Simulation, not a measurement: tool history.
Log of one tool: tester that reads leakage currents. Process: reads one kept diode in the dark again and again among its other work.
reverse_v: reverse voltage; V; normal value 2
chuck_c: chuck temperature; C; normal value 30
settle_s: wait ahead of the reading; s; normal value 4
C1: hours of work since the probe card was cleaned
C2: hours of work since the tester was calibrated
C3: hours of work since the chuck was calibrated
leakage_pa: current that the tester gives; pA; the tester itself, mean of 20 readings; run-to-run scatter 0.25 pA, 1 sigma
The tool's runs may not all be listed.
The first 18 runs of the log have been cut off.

run 19 day=31.875 | reverse_v=2 chuck_c=30 settle_s=4 | C1=1787 C2=2208 C3=1112 | leakage_pa=76.31
run 20 day=33.562 | reverse_v=2 chuck_c=30 settle_s=4 | C1=1817 C2=2238 C3=1143 | leakage_pa=76.26
run 21 day=35.075 | reverse_v=2 chuck_c=30 settle_s=4 | C1=1844 C2=2265 C3=1170 | leakage_pa=76.42
run 22 day=36.221 | reverse_v=2 chuck_c=30 settle_s=2.07 | C1=1865 C2=2286 C3=1190 | leakage_pa=76.12
run 23 day=38.183 | reverse_v=15.32 chuck_c=59 settle_s=0.7 | C1=1900 C2=2321 C3=1225 | leakage_pa=1165.56
run 24 day=40.442 | reverse_v=2 chuck_c=30 settle_s=3.07 | C1=1941 C2=2361 C3=1266 | leakage_pa=75.62
run 25 day=41.833 | reverse_v=4.13 chuck_c=60 settle_s=0.57 | C1=1965 C2=2386 C3=1291 | leakage_pa=718.71
-- day=42.617 chuck's temperature calibrated
run 26 day=43.421 | reverse_v=4.13 chuck_c=60 settle_s=0.57 | C1=1992 C2=2413 C3=14 | leakage_pa=781.11
run 27 day=44.817 | reverse_v=4.13 chuck_c=60 settle_s=0.57 | C1=2017 C2=2438 C3=39 | leakage_pa=781.17
run 28 day=46.592 | reverse_v=4.13 chuck_c=60 settle_s=0.57 | C1=2049 C2=2470 C3=71 | leakage_pa=779.58
run 29 day=48.2 | reverse_v=4.13 chuck_c=60 settle_s=0.57 | C1=2078 C2=2499 C3=100 | leakage_pa=777.34
run 30 day=49.512 | reverse_v=4.13 chuck_c=60 settle_s=0.57 | C1=2102 C2=2522 C3=124 | leakage_pa=776.57
run 31 day=51.638 | reverse_v=4.13 chuck_c=60 settle_s=3.57 | C1=2140 C2=2560 C3=162 | leakage_pa=773
run 32 day=53.333 | reverse_v=9.96 chuck_c=48 settle_s=4 | C1=2170 C2=2591 C3=192 | leakage_pa=534.66
run 33 day=55.433 | reverse_v=9.96 chuck_c=48 settle_s=4 | C1=2208 C2=2628 C3=230 | leakage_pa=533.61
run 34 day=57.121 | reverse_v=9.96 chuck_c=48 settle_s=4 | C1=2238 C2=2659 C3=260 | leakage_pa=532.44
run 35 day=58.192 | reverse_v=1.21 chuck_c=24 settle_s=1.32 | C1=2257 C2=2678 C3=279 | leakage_pa=43.57
run 36 day=60.154 | reverse_v=2.45 chuck_c=24 settle_s=1.32 | C1=2292 C2=2713 C3=314 | leakage_pa=58.68
run 37 day=61.846 | reverse_v=2.45 chuck_c=24 settle_s=1.32 | C1=2322 C2=2743 C3=344 | leakage_pa=58.89
run 38 day=63.754 | reverse_v=2.45 chuck_c=24 settle_s=1.32 | C1=2357 C2=2777 C3=378 | leakage_pa=58.73
run 39 day=65.642 | reverse_v=2.45 chuck_c=24 settle_s=1.32 | C1=2390 C2=2811 C3=412 | leakage_pa=58.61
-- day=66.779 tester calibrated
run 40 day=67.204 | reverse_v=2 chuck_c=29 settle_s=0.84 | C1=2417 C2=8 C3=439 | leakage_pa=78.23
run 41 day=69.017 | reverse_v=4.7 chuck_c=24 settle_s=0.84 | C1=2449 C2=40 C3=471 | leakage_pa=81.12

Predict each of these 3 candidate next runs independently; none follows another, all start after run 41:
run A day=70.075 | reverse_v=4.7 chuck_c=27 settle_s=0.8 | C1=2468 C2=59 C3=490 | leakage_pa=?
run B day=70.075 | reverse_v=2 chuck_c=56 settle_s=7.68 | C1=2468 C2=59 C3=490 | leakage_pa=?
run C day=70.075 | reverse_v=1.96 chuck_c=37 settle_s=4 | C1=2468 C2=59 C3=490 | leakage_pa=?

run=A leakage_pa=99.36
run=B leakage_pa=452.46
run=C leakage_pa=133.49
Without the tool's hidden state the same runs would have given:
run=A leakage_pa=95.26
run=B leakage_pa=462.56
run=C leakage_pa=134.75
